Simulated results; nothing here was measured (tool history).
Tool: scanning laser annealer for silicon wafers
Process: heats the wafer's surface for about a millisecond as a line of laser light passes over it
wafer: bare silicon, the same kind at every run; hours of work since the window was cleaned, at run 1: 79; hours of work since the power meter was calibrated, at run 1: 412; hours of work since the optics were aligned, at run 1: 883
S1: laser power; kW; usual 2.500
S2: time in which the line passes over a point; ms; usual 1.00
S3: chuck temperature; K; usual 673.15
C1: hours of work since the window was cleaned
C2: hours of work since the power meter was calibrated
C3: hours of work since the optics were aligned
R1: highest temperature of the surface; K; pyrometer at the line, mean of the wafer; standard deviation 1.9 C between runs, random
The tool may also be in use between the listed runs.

| run | hour | S1 | S2 | S3 | C1 | C2 | C3 | R1 |
|---|---|---|---|---|---|---|---|---|
| 1 | 0.0 | 2.500 | 1.00 | 673.15 | 79 | 412 | 883 | 1454.15 |
| 2 | 34.9 | 2.500 | 1.00 | 673.15 | 96 | 429 | 900 | 1453.15 |
| 3 | 64.6 | 2.500 | 1.00 | 673.15 | 110 | 443 | 914 | 1452.15 |
| 4 | 95.4 | 2.500 | 1.00 | 713.15 | 125 | 458 | 929 | 1491.15 |
| 5 | 121.4 | 2.213 | 1.00 | 673.15 | 137 | 470 | 941 | 1337.15 |
| 6 | 152.6 | 2.213 | 1.00 | 673.15 | 152 | 485 | 956 | 1333.15 |
| 7 | 177.9 | 2.213 | 1.00 | 673.15 | 164 | 497 | 968 | 1331.15 |
| 8 | 218.7 | 2.213 | 1.00 | 673.15 | 184 | 517 | 988 | 1332.15 |
| 9 | 261.6 | 2.500 | 1.00 | 673.15 | 204 | 537 | 1008 | 1444.15 |
| 10 | 301.2 | 2.500 | 1.00 | 708.15 | 223 | 556 | 1027 | 1473.15 |
| 11 | 327.5 | 2.500 | 1.00 | 708.15 | 236 | 569 | 1040 | 1476.15 |
| 12 | 364.9 | 2.500 | 1.00 | 673.15 | 254 | 587 | 1058 | 1442.15 |
| 13 | 410.8 | 2.500 | 1.00 | 673.15 | 276 | 609 | 1080 | 1436.15 |
| 14 | 437.1 | 2.500 | 1.00 | 673.15 | 288 | 621 | 1092 | 1440.15 |
| 15 | 482.0 | 2.500 | 1.00 | 673.15 | 310 | 643 | 1114 | 1436.15 |
| 16 | 519.3 | 2.275 | 1.00 | 673.15 | 328 | 661 | 1132 | 1347.15 |
| 17 | 563.3 | 2.275 | 1.00 | 673.15 | 349 | 682 | 1153 | 1346.15 |
| 18 | 585.4 | 2.275 | 1.00 | 673.15 | 359 | 692 | 1163 | 1342.15 |
| 19 | 610.2 | 2.275 | 1.00 | 673.15 | 371 | 704 | 1175 | 1343.15 |
| 20 | 636.3 | 2.275 | 1.00 | 673.15 | 384 | 717 | 1188 | 1342.15 |
|  | 645.5 | window over the wafer cleaned |
| 21 | 678.1 | 2.526 | 0.77 | 673.15 | 16 | 736 | 1207 | 1378.15 |
|  | 687.3 | optics aligned, line set to its width |
| 22 | 727.2 | 2.526 | 0.77 | 673.15 | 37 | 757 | 19 | 1371.15 |
| 23 | 754.7 | 2.526 | 0.77 | 673.15 | 50 | 770 | 32 | 1370.15 |
| 24 | 803.3 | 2.195 | 1.10 | 673.15 | 73 | 793 | 56 | 1349.15 |
| 25 | 825.9 | 2.500 | 0.91 | 673.15 | 84 | 804 | 66 | 1411.15 |
| 26 | 876.9 | 2.500 | 0.91 | 673.15 | 108 | 829 | 91 | 1410.15 |
|  | 905.9 | optics aligned, line set to its width, once more |
| 27 | 907.4 | 2.500 | 0.91 | 673.15 | 121 | 841 | 1 | 1430.15 |
| 28 | 952.3 | 2.500 | 0.91 | 673.15 | 142 | 862 | 22 | 1429.15 |
| 29 | 998.9 | 2.442 | 0.92 | 673.15 | 164 | 885 | 45 | 1412.15 |
| 30 | 1050.4 | 2.223 | 1.07 | 635.15 | 189 | 909 | 69 | 1329.15 |
| 31 | 1072.9 | 2.245 | 1.21 | 646.15 | 200 | 920 | 80 | 1383.15 |
| 32 | 1124.1 | 2.500 | 1.09 | 673.15 | 224 | 945 | 105 | 1484.15 |
| 33 | 1163.2 | 2.500 | 1.09 | 708.15 | 243 | 963 | 123 | 1519.15 |
| 34 | 1200.3 | 2.567 | 1.10 | 649.15 | 261 | 981 | 141 | 1491.15 |
| 35 | 1229.9 | 2.500 | 1.00 | 634.15 | 275 | 995 | 155 | 1412.15 |

Results per run with the tool's hidden condition removed, run-to-run variation unchanged:
Hidden state present: light that passes the window, % of a clean one's; laser's true power over the reading, %; width of the line over the set one, %; drift of the gauge itself on peak_c, C.
| run | R1 |
|---|---|
| 1 | 1477.15 |
| 2 | 1478.15 |
| 3 | 1477.15 |
| 4 | 1518.15 |
| 5 | 1361.15 |
| 6 | 1358.15 |
| 7 | 1357.15 |
| 8 | 1359.15 |
| 9 | 1477.15 |
| 10 | 1507.15 |
| 11 | 1512.15 |
| 12 | 1479.15 |
| 13 | 1474.15 |
| 14 | 1480.15 |
| 15 | 1477.15 |
| 16 | 1385.15 |
| 17 | 1386.15 |
| 18 | 1382.15 |
| 19 | 1384.15 |
| 20 | 1384.15 |
| 21 | 1400.15 |
| 22 | 1403.15 |
| 23 | 1402.15 |
| 24 | 1382.15 |
| 25 | 1449.15 |
| 26 | 1449.15 |
| 27 | 1444.15 |
| 28 | 1445.15 |
| 29 | 1429.15 |
| 30 | 1346.15 |
| 31 | 1403.15 |
| 32 | 1508.15 |
| 33 | 1545.15 |
| 34 | 1519.15 |
| 35 | 1439.15 |
